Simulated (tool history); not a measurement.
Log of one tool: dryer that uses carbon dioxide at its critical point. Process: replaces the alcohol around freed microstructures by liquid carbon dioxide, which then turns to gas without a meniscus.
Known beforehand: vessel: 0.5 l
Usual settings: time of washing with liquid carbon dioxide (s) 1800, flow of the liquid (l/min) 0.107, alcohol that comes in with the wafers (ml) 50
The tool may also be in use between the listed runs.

run     day  time of washing with liquid carbon dioxide (s)  flow of the liquid (l/min)  alcohol that comes in with the wafers (ml)  alcohol left in the vessel before it's heated (ppm by volume)
  1       0                                            1800                       0.107                                          50                                                           1190
  2   0.433                                            1800                       0.107                                          50                                                           1245
  3   0.979                                            1800                       0.107                                          50                                                           1214
  4   1.467                                            1800                       0.136                                          50                                                            407
  5   1.892                                            1800                       0.155                                          50                                                            219
  6   2.629                                            1800                       0.155                                          50                                                            228
  7   3.154                                            1800                       0.155                                          42                                                            198
  8   3.854                                            1800                       0.155                                          42                                                            200
  9   4.267                                            1800                       0.107                                          50                                                           1248
 10   5.183                                            1500                       0.107                                          50                                                           2565
 11   5.875                                            1500                       0.107                                          50                                                           2517
 12   6.488                                            1500                       0.107                                          50                                                           2519
 13   7.288                                            2700                       0.107                                          36                                                            181
 14   7.733                                            2700                       0.077                                          86                                                           1562
 15   8.596                                            2700                       0.087                                          78                                                            835
 16   9.538                                            1800                       0.146                                          49                                                            315
 17   9.925                                            1920                       0.076                                          65                                                           4915
 18  10.729                                            1920                       0.076                                          65                                                           4780
 19  11.171                                            2220                       0.066                                          49                                                           3635
 20  11.854                                            2460                       0.107                                         115                                                            635
 21  12.792                                            1920                        0.16                                          51                                                            177
 22  13.367                                            1200                       0.116                                          51                                                           4199
 23  14.075                                            1200                       0.116                                          51                                                           4276

Measured minus without-hidden-state, run by run (identical run-to-run variation in each term; gauge scatter may differ):
Hidden state at play: flow that reaches the vessel past the clogged filter, %; alcohol in the recycled carbon dioxide, ppm; drift of the gauge itself on alcohol_ppm, %.
run  alcohol left in the vessel before it's heated (ppm by volume)
  1                                                           +229
  2                                                           +243
  3                                                           +241
  4                                                           +137
  5                                                           +105
  6                                                           +108
  7                                                           +106
  8                                                           +105
  9                                                           +266
 10                                                           +422
 11                                                           +422
 12                                                           +428
 13                                                           +111
 14                                                           +352
 15                                                           +243
 16                                                           +143
 17                                                           +750
 18                                                           +743
 19                                                           +587
 20                                                           +227
 21                                                           +122
 22                                                           +681
 23                                                           +703
